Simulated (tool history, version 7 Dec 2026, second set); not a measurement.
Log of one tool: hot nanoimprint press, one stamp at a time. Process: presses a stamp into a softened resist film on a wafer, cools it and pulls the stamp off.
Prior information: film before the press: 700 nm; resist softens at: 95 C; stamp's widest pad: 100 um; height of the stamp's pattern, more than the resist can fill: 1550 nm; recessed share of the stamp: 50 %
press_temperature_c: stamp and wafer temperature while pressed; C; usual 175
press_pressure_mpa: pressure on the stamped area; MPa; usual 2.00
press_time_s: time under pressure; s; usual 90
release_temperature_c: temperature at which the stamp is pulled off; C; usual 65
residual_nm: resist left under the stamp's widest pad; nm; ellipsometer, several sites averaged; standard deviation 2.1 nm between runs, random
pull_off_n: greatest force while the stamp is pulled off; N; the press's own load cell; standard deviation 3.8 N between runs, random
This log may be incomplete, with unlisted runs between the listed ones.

run,hour,press_temperature_c,press_pressure_mpa,press_time_s,release_temperature_c,residual_nm,pull_off_n
1,0.0,175,2.00,90,65,357.3,282
2,56.6,175,2.00,63,65,401.6,309
3,94.7,175,2.00,63,65,399.5,315
4,193.7,175,2.00,90,65,364.9,198
5,280.8,175,2.00,90,65,369.7,233
6,335.4,175,2.94,90,65,307.1,241
7,399.7,175,2.94,90,65,307.7,271
8,453.1,175,2.94,90,65,306.8,286
9,550.5,175,2.94,90,65,291.0,337
10,601.1,175,2.94,90,65,268.4,308
11,688.4,175,2.00,90,65,337.1,185
12,764.7,180,2.00,90,65,306.0,208
13,814.3,180,2.65,90,65,258.8,227
14,870.2,180,2.65,90,65,261.2,248
15,953.7,180,2.65,90,65,262.2,263
16,1020.3,180,2.65,90,65,263.6,289
17,1062.2,182,1.32,90,65,372.3,314
18,1143.6,175,2.76,90,69,295.7,307
19,1230.7,171,2.76,90,52,331.4,279
20,1315.9,165,2.76,90,52,368.2,305
21,1374.7,165,2.76,90,52,368.8,331
22,1421.3,167,1.48,90,65,470.1,266
23,1501.4,167,1.48,90,65,479.2,294
24,1563.2,167,1.48,90,65,474.9,324
25,1640.4,167,1.48,90,65,478.9,190
26,1699.9,181,1.49,65,56,394.4,256
27,1782.2,181,1.49,65,56,396.8,288
28,1855.4,175,2.27,90,68,332.7,236

Put back what was entered between runs (8 entries, withheld): which listed runs does each sit between, and how does the hidden state differ from the listed run before to the listed run after?
Between runs 3 and 4: plate thermocouple calibrated (hour 107.3); stamp cleaned and given a new release coat (hour 183.9)
  true temperature over the reading, C: -1.79 -> -2.39; pressure that arrives at the usual setting, %: 95.24 -> 94.9; grip of the stamp's worn release coat, % over a new coat's: 67.3 -> 1.5
  measured less the result without the state, residual_nm: +25.1 -> +29.5 nm; pull_off_n: +135 -> +14 N
Between runs 8 and 9: press's hydraulic seals changed and the load cell set to zero (hour 538.2)
  true temperature over the reading, C: -3.11 -> -3.37; pressure that arrives at the usual setting, %: 93.85 -> 100.22; grip of the stamp's worn release coat, % over a new coat's: 44.8 -> 60.7
  measured less the result without the state, residual_nm: +38.4 -> +23.3 nm; pull_off_n: +103 -> +144 N
Between runs 9 and 10: plate thermocouple calibrated, once more (hour 566.3)
  true temperature over the reading, C: -3.37 -> 0.09; pressure that arrives at the usual setting, %: 100.22 -> 100.02; grip of the stamp's worn release coat, % over a new coat's: 60.7 -> 69.4
  measured less the result without the state, residual_nm: +23.3 -> -0.7 nm; pull_off_n: +144 -> +125 N
Between runs 10 and 11: stamp cleaned and given a new release coat (hour 673.2)
  true temperature over the reading, C: 0.09 -> -0.16; pressure that arrives at the usual setting, %: 100.02 -> 99.73; grip of the stamp's worn release coat, % over a new coat's: 69.4 -> 2.4
  measured less the result without the state, residual_nm: -0.7 -> +1.8 nm; pull_off_n: +125 -> +5 N
Between runs 18 and 19: stamp cleaned and given a new release coat (hour 1154.4)
  true temperature over the reading, C: -1.46 -> -1.68; pressure that arrives at the usual setting, %: 97.95 -> 97.61; grip of the stamp's worn release coat, % over a new coat's: 81.2 -> 12.2
  measured less the result without the state, residual_nm: +15.3 -> +19.9 nm; pull_off_n: +145 -> +38 N
Between runs 19 and 20: plate thermocouple calibrated (hour 1305.6)
  true temperature over the reading, C: -1.68 -> 0.17; pressure that arrives at the usual setting, %: 97.61 -> 97.3; grip of the stamp's worn release coat, % over a new coat's: 12.2 -> 25.8
  measured less the result without the state, residual_nm: +19.9 -> +5.9 nm; pull_off_n: +38 -> +62 N
Between runs 24 and 25: stamp cleaned and given a new release coat (hour 1639.6)
  true temperature over the reading, C: -0.56 -> -0.76; pressure that arrives at the usual setting, %: 96.32 -> 96.03; grip of the stamp's worn release coat, % over a new coat's: 69.3 -> 0.1
  measured less the result without the state, residual_nm: +10.7 -> +13.2 nm; pull_off_n: +136 -> +4 N

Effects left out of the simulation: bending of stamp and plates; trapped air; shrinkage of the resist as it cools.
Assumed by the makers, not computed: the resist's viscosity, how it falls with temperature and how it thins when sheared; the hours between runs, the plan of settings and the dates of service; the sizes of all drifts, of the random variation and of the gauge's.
